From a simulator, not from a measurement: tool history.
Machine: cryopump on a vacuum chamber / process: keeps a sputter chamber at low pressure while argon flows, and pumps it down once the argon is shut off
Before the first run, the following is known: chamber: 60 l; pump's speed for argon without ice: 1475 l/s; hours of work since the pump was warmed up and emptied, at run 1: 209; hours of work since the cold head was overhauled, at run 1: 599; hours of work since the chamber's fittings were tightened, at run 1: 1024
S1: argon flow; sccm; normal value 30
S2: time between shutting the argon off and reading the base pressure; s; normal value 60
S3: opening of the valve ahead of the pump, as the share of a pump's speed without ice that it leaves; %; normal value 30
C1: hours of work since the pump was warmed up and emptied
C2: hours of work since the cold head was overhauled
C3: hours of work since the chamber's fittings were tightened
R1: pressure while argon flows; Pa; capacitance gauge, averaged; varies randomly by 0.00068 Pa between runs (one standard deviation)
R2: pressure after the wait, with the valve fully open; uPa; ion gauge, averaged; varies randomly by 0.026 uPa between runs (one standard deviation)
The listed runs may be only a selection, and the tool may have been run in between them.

run    hour  S1   S2  S3   C1    C2    C3      R1    R2
  1     0.0  30   60  30  209   599  1024  0.1222  2.12
  2   100.4  30   60  30  282   671  1097  0.1262  2.33
  3   196.5  30   60  30  352   741  1166  0.1281  2.56
      248.5  -- pump warmed up, emptied and cooled again
  4   269.8  30   60  30   15   790  1215  0.1148  2.10
  5   323.7  30   60  30   54   829  1254  0.1172  2.13
  6   419.7  30   60  18  124   899  1324  0.1939  2.31
  7   494.0  30   60  30  178   952  1378  0.1201  2.37
  8   564.2  30   60  30  228  1003  1428  0.1223  2.48
  9   646.0  45   60  30  287  1062  1487  0.1876  2.73
 10   720.6  45   60  30  341  1116  1541  0.1902  2.83
 11   778.8  45   60  30  383  1158  1584  0.1930  2.98
      790.7  -- pump warmed up, emptied and cooled again
 12   844.0  30   60  30   39  1202  1627  0.1163  2.45
 13   953.7  30   60  30  118  1281  1706  0.1204  2.59
 14  1058.5  13  260  15  194  1357  1782  0.1035  2.08
 15  1115.1  19  271  26  235  1398  1823  0.0886  2.20
 16  1211.5  30  109  31  304  1468  1893  0.1230  2.82
 17  1310.1  30  213  16  376  1539  1964  0.2301  2.77
     1333.2  -- pump warmed up, emptied and cooled again
 18  1393.9  30  163  38   44  1596  2021  0.0920  2.23
 19  1472.0  20  163  17  100  1652  2078  0.1367  2.35
 20  1567.9  36   85  25  170  1722  2147  0.1721  2.92
 21  1649.0  36   85  25  228  1781  2206  0.1754  3.06
 22  1750.6  60   22  33  302  1854  2279  0.2298  4.99
 23  1853.6  60   22  33  376  1928  2354  0.2372  5.27
     1876.3  -- pump warmed up, emptied and cooled again
 24  1933.5  30   60  18   41  1983  2408  0.1932  3.09
 25  1998.5  30   60  18   88  2030  2455  0.1931  3.17
 26  2105.1  22   90  27  165  2107  2532  0.0976  3.15

Selected run-to-run steps in R1, each split into two signed amounts: the part the tool would show with no hidden state at all (from settings, incoming material and random variation), and the remainder, which goes to the hidden state together with any gauge scatter not common to the measured and the hidden-state-free results:
The hidden state here: pump's speed, % of a pump's without ice; cold plate's temperature, K; leak into the chamber, uPa l/s; drift of the gauge itself on working_pa, %; drift of the gauge itself on base_upa, %.
Run 11 -> 12: S1 45 -> 30, pump warmed up, emptied and cooled again. R1 -0.0767 Pa: hidden state -0.0207, all else -0.0560.
Run 16 -> 17: S2 109 -> 213, S3 31 -> 16. R1 +0.1071 Pa: hidden state +0.0035, all else +0.1036.
Run 17 -> 18: S2 213 -> 163, S3 16 -> 38, pump warmed up, emptied and cooled again. R1 -0.1381 Pa: hidden state -0.0136, all else -0.1245.
Run 23 -> 24: S1 60 -> 30, S2 22 -> 60, S3 33 -> 18, pump warmed up, emptied and cooled again. R1 -0.0440 Pa: hidden state -0.0275, all else -0.0165.

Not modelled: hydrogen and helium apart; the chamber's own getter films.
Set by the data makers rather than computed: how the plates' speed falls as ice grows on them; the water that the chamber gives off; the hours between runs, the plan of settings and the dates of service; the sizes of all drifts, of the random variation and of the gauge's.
